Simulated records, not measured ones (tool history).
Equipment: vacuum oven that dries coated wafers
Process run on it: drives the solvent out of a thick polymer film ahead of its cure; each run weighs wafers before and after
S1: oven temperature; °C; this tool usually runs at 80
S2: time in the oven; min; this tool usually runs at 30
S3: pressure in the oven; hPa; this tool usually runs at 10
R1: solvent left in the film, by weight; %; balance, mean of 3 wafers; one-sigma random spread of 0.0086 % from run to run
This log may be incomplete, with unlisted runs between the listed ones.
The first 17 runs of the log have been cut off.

{"run": 18, "hour": 588.3, "S1": 82, "S2": 18, "S3": 10, "R1": 2.221}
{"run": 19, "hour": 611.8, "S1": 82, "S2": 18, "S3": 10, "R1": 2.215}
{"run": 20, "hour": 664.5, "S1": 66, "S2": 31, "S3": 10.6, "R1": 4.733}
{"run": 21, "hour": 700.8, "S1": 76, "S2": 21, "S3": 26.7, "R1": 3.88}
{"hour": 706.7, "done": "oven's thermocouples calibrated"}
{"run": 22, "hour": 746.9, "S1": 76, "S2": 21, "S3": 26.7, "R1": 3.872}
{"run": 23, "hour": 780.6, "S1": 76, "S2": 21, "S3": 26.7, "R1": 3.864}
{"run": 24, "hour": 814.6, "S1": 76, "S2": 21, "S3": 26.7, "R1": 3.884}
{"run": 25, "hour": 841.9, "S1": 80, "S2": 30, "S3": 29.6, "R1": 1.669}
{"run": 26, "hour": 888.5, "S1": 74, "S2": 43, "S3": 29.6, "R1": 1.959}
{"run": 27, "hour": 941.6, "S1": 74, "S2": 27, "S3": 36.7, "R1": 3.721}
{"run": 28, "hour": 964.7, "S1": 95, "S2": 27, "S3": 7.4, "R1": 0.174}
{"run": 29, "hour": 1015.6, "S1": 70, "S2": 37, "S3": 37.7, "R1": 3.794}
{"run": 30, "hour": 1042.2, "S1": 70, "S2": 37, "S3": 37.7, "R1": 3.773}
{"run": 31, "hour": 1072.7, "S1": 92, "S2": 46, "S3": 37.6, "R1": 0.859}

Branching from run 31: 5 alternative next runs. What would each branch give?
{"run": "A", "hour": 1107.7, "S1": 80, "S2": 43, "S3": 25.2, "R1": "?"}
{"run": "B", "hour": 1107.7, "S1": 79, "S2": 36, "S3": 11.1, "R1": "?"}
{"run": "C", "hour": 1107.7, "S1": 86, "S2": 30, "S3": 10, "R1": "?"}
{"run": "D", "hour": 1107.7, "S1": 92, "S2": 53, "S3": 37.6, "R1": "?"}
{"run": "E", "hour": 1107.7, "S1": 86, "S2": 38, "S3": 37.6, "R1": "?"}

run=A R1=1.066
run=B R1=0.81
run=C R1=0.447
run=D R1=0.854
run=E R1=1.13
Without the tool's unlogged condition, the same runs would have read:
run=A R1=1.064
run=B R1=0.808
run=C R1=0.445
run=D R1=0.853
run=E R1=1.129
